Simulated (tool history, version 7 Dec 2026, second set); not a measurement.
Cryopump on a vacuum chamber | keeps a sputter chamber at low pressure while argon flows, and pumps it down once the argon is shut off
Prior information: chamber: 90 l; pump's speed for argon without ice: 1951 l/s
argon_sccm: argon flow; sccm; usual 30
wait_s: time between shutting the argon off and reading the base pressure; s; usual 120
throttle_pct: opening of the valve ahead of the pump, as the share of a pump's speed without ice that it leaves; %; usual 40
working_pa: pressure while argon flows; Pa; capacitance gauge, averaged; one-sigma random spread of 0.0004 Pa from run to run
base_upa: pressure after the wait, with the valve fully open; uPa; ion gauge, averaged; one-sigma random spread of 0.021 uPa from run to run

run	hour	argon_sccm	wait_s	throttle_pct	working_pa	base_upa
1	0.0	30	120	40	0.0658	0.96
2	40.5	14	120	40	0.0305	1.06
3	111.9	22	120	40	0.0487	1.11
4	194.5	22	120	40	0.0496	1.18
5	234.1	22	120	40	0.0490	1.17
6	304.2	22	120	40	0.0500	1.23
7	350.1	22	120	40	0.0500	1.31
8	430.8	22	120	16	0.1216	1.35
# hour 465.4: pump warmed up, emptied and cooled again
9	492.2	13	120	40	0.0289	1.30
10	569.1	13	120	40	0.0288	1.32
11	638.2	13	120	40	0.0283	1.38
12	695.3	13	120	40	0.0296	1.44
13	775.5	13	120	40	0.0292	1.47
14	827.0	13	120	40	0.0299	1.52
15	898.1	30	120	40	0.0698	1.63
# hour 937.7: pump warmed up, emptied and cooled again
16	962.7	34	120	40	0.0743	1.46
17	1000.9	30	28	40	0.0664	2.23
18	1059.7	19	61	51	0.0331	1.73
19	1136.9	19	29	23	0.0727	2.26
20	1185.0	28	37	40	0.0635	2.14
21	1250.6	28	39	38	0.0670	2.12
22	1324.6	22	112	40	0.0503	1.78
23	1381.5	30	29	19	0.1403	2.46
# hour 1410.4: pump warmed up, emptied and cooled again
24	1439.4	16	120	22	0.0630	1.55
25	1474.3	30	130	40	0.0664	1.67
26	1545.5	15	67	31	0.0428	1.91
27	1616.1	15	67	31	0.0428	1.95
28	1663.1	30	77	40	0.0670	1.97
29	1706.5	57	88	37	0.1391	2.05
30	1778.6	29	119	37	0.0706	2.00
31	1831.9	30	217	17	0.1565	1.90
# hour 1886.5: pump warmed up, emptied and cooled again
# hour 1896.0: leaking fittings of the chamber tightened, without venting
32	1905.1	26	282	37	0.0618	0.27
33	1959.3	15	177	18	0.0735	0.39

Alternative continuations, all from the tool just after run 33; predict every row:
A	2013.9	19	120	20	?	?
B	2013.9	39	290	39	?	?
C	2013.9	15	52	18	?	?
D	2013.9	30	120	28	?	?
E	2013.9	34	94	37	?	?

run	working_pa	base_upa
A	0.0829	0.44
B	0.0888	0.36
C	0.0734	0.77
D	0.0950	0.45
E	0.0820	0.55
With the hidden condition removed and each run's random variation left untouched, the same runs would have given:
run	working_pa	base_upa
A	0.0817	0.38
B	0.0863	0.29
C	0.0724	0.71
D	0.0930	0.39
E	0.0797	0.48
